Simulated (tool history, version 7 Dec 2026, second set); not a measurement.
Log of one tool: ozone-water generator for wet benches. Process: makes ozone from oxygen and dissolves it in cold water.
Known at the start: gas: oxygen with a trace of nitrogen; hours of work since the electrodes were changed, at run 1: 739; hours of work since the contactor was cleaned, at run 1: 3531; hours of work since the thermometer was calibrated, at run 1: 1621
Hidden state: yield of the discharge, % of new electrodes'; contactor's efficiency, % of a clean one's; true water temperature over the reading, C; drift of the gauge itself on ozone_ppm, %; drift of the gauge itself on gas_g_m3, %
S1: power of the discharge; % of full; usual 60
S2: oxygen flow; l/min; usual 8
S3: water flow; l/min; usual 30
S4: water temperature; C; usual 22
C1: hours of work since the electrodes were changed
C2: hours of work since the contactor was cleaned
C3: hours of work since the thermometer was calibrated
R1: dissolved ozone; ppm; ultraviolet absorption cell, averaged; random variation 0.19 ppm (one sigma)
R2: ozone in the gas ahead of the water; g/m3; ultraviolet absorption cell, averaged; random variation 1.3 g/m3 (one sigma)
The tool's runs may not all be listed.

run 1 day=0 | S1=60 S2=8 S3=30 S4=22 | C1=739 C2=3531 C3=1621 | R1=25.1 R2=234.6
run 2 day=1.617 | S1=60 S2=8 S3=30 S4=22 | C1=763 C2=3554 C3=1644 | R1=25 R2=233.2
run 3 day=2.979 | S1=60 S2=8 S3=30 S4=22 | C1=783 C2=3574 C3=1664 | R1=25.2 R2=231.8
run 4 day=4.904 | S1=60 S2=8.78 S3=30 S4=22 | C1=811 C2=3602 C3=1692 | R1=24.9 R2=219.9
run 5 day=6.754 | S1=60 S2=10.25 S3=30 S4=22 | C1=838 C2=3629 C3=1719 | R1=24.1 R2=197.7
run 6 day=8.617 | S1=60 S2=10.25 S3=30 S4=22 | C1=865 C2=3656 C3=1746 | R1=23.9 R2=198.7
run 7 day=10.796 | S1=60 S2=7.17 S3=30 S4=22 | C1=897 C2=3688 C3=1778 | R1=25.4 R2=247.2
run 8 day=12.346 | S1=60 S2=7.17 S3=30 S4=22 | C1=919 C2=3710 C3=1801 | R1=25.6 R2=248.2
run 9 day=13.958 | S1=60 S2=7.17 S3=30 S4=28 | C1=943 C2=3734 C3=1824 | R1=23.1 R2=249
run 10 day=16.458 | S1=60 S2=7.17 S3=30 S4=17 | C1=979 C2=3770 C3=1861 | R1=27.1 R2=248.3
run 11 day=18.871 | S1=60 S2=7.17 S3=30 S4=17 | C1=1014 C2=3806 C3=1896 | R1=27.2 R2=249.1
run 12 day=20.95 | S1=60 S2=5.41 S3=30 S4=22 | C1=1045 C2=3836 C3=1926 | R1=25.3 R2=297.3
run 13 day=23.208 | S1=60 S2=5.41 S3=30 S4=22 | C1=1077 C2=3869 C3=1959 | R1=25.4 R2=296.1
run 14 day=25.521 | S1=60 S2=5.41 S3=30 S4=22 | C1=1111 C2=3902 C3=1993 | R1=25.5 R2=295
run 15 day=27.588 | S1=60 S2=8 S3=30 S4=26 | C1=1141 C2=3932 C3=2023 | R1=23.1 R2=229.9
run 16 day=29.958 | S1=60 S2=8 S3=30 S4=26 | C1=1176 C2=3967 C3=2057 | R1=23.3 R2=233.3
run 17 day=31.967 | S1=60 S2=8 S3=43 S4=20 | C1=1205 C2=3996 C3=2086 | R1=19.8 R2=229.7
run 18 day=34.067 | S1=60 S2=8 S3=43 S4=20 | C1=1236 C2=4027 C3=2117 | R1=19.7 R2=232.1
run 19 day=35.1 | S1=60 S2=7.68 S3=30 S4=25 | C1=1251 C2=4042 C3=2132 | R1=23.8 R2=237.4
run 20 day=37.142 | S1=60 S2=7.68 S3=30 S4=25 | C1=1280 C2=4072 C3=2162 | R1=23.8 R2=235.9
run 21 day=38.154 | S1=60 S2=7.68 S3=30 S4=25 | C1=1295 C2=4086 C3=2177 | R1=23.4 R2=238.6
run 22 day=40.45 | S1=60 S2=4.16 S3=37 S4=22 | C1=1329 C2=4120 C3=2210 | R1=21.4 R2=351.4
run 23 day=42.254 | S1=60 S2=9.97 S3=30 S4=24 | C1=1355 C2=4146 C3=2236 | R1=23 R2=199.4
run 24 day=44.021 | S1=89 S2=8 S3=30 S4=27 | C1=1381 C2=4172 C3=2262 | R1=32.2 R2=326.7
run 25 day=45.429 | S1=89 S2=8 S3=30 S4=27 | C1=1401 C2=4192 C3=2283 | R1=32.1 R2=328.3
run 26 day=46.767 | S1=89 S2=8 S3=30 S4=27 | C1=1421 C2=4212 C3=2302 | R1=32.2 R2=326
run 27 day=48.988 | S1=89 S2=8 S3=30 S4=27 | C1=1453 C2=4244 C3=2334 | R1=32.3 R2=326.6
run 28 day=50.604 | S1=60 S2=6.05 S3=30 S4=30 | C1=1477 C2=4268 C3=2358 | R1=22.4 R2=274.2
run 29 day=52.608 | S1=60 S2=8 S3=22 S4=20 | C1=1506 C2=4297 C3=2387 | R1=30.5 R2=227.7
run 30 day=54.362 | S1=60 S2=8 S3=22 S4=20 | C1=1531 C2=4322 C3=2413 | R1=30.5 R2=229.7
run 31 day=56.858 | S1=60 S2=8 S3=22 S4=20 | C1=1568 C2=4359 C3=2449 | R1=31 R2=230
run 32 day=58.429 | S1=60 S2=8 S3=22 S4=20 | C1=1591 C2=4382 C3=2472 | R1=30.4 R2=228.8

3 ways to go on from here, each from the tool as it stands after run 32. What would each give?
run A day=59.75 | S1=60 S2=8 S3=25 S4=25 | C1=1610 C2=4401 C3=2491 | R1=? R2=?
run B day=59.75 | S1=40 S2=8 S3=30 S4=22 | C1=1610 C2=4401 C3=2491 | R1=? R2=?
run C day=59.75 | S1=60 S2=5.37 S3=21 S4=18 | C1=1610 C2=4401 C3=2491 | R1=? R2=?

run=A R1=26.1 R2=227
run=B R1=16.9 R2=159
run=C R1=34.5 R2=296.9
Without the tool's hidden state the same runs would have given:
run=A R1=28.1 R2=233.3
run=B R1=18.1 R2=161.5
run=C R1=37 R2=305.1
